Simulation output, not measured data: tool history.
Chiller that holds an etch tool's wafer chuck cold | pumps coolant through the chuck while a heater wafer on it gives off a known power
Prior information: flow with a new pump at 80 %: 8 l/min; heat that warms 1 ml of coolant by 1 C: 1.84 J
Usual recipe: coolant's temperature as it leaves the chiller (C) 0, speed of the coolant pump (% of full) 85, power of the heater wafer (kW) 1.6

run,hour,coolant's temperature as it leaves the chiller (C),speed of the coolant pump (% of full),power of the heater wafer (kW),chuck's temperature once it has settled (C),how much warmer the coolant comes back (C)
1,0,0,85,1.6,16.8,6.19
2,166.2,0,85,1.6,16.9,6.19
3,322.1,8,85,1.6,24.9,6.11
4,442.2,0,85,1.6,16.8,6.14
5,600.1,-2,85,1.6,14.9,6.13
6,748.8,0,79,1.6,17.6,6.63
7,916.5,0,79,1.6,17.6,6.6
8,993.6,0,79,1.6,17.7,6.65
9,1140.6,5,85,1.6,21.9,6.19
10,1249,0,85,1.6,16.9,6.2
11,1324.7,0,85,1.6,16.9,6.21
12,1400.7,0,85,1.6,16.9,6.2
13,1474.3,0,85,1.6,17,6.19
14,1613.1,0,85,1.719,18,6.69
15,1703.8,0,69,1.6,19,7.68
16,1885.3,0,69,1.6,18.8,7.67
17,2019.2,0,69,1.6,19,7.65
18,2121.5,0,69,1.6,19.1,7.67
19,2203.3,0,69,1.6,18.9,7.65

Forecast run 20:
20,2378.3,0,69,1.6,?,?

Run 20 produced chuck's temperature once it has settled (C) 19.1, how much warmer the coolant comes back (C) 7.73.
With the hidden condition absent and the run-to-run variation left alone, this run would have shown chuck's temperature once it has settled (C) 19, how much warmer the coolant comes back (C) 7.63.
